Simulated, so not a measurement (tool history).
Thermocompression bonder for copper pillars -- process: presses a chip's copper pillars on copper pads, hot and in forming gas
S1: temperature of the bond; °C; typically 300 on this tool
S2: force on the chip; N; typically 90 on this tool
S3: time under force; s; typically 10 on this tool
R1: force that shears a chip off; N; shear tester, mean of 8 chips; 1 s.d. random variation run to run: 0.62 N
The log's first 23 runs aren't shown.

run,hour,S1,S2,S3,R1
24,1317.1,270,84,18,30.0
25,1375.1,270,84,18,29.0
# hour 1393.0: forming gas filter changed
26,1416.2,285,71,18,31.2
27,1489.6,285,71,18,31.1
28,1554.1,285,71,18,29.3
# hour 1592.7: forming gas filter changed
29,1620.7,300,97,10,36.5
30,1674.2,300,97,10,35.4
31,1730.8,276,91,10,25.8
32,1782.6,276,91,10,25.1
# hour 1793.6: forming gas filter changed
33,1848.1,305,84,10,34.1
34,1926.8,305,84,10,31.4
35,1970.5,305,84,10,30.2
# hour 1993.7: forming gas filter changed
36,2047.6,271,79,21,29.6
37,2095.3,271,79,21,28.4
38,2154.1,322,131,15,54.5

4 ways to go on from here, each from the tool as it stands after run 38. What would each give?
A,2189.0,276,88,15,?
B,2189.0,300,90,12,?
C,2189.0,306,90,10,?
D,2189.0,303,111,5,?

run,R1
A,27.4
B,31.7
C,31.7
D,28.0
With no hidden state in the tool, these same runs would have given:
run,R1
A,33.8
B,39.0
C,38.8
D,34.4

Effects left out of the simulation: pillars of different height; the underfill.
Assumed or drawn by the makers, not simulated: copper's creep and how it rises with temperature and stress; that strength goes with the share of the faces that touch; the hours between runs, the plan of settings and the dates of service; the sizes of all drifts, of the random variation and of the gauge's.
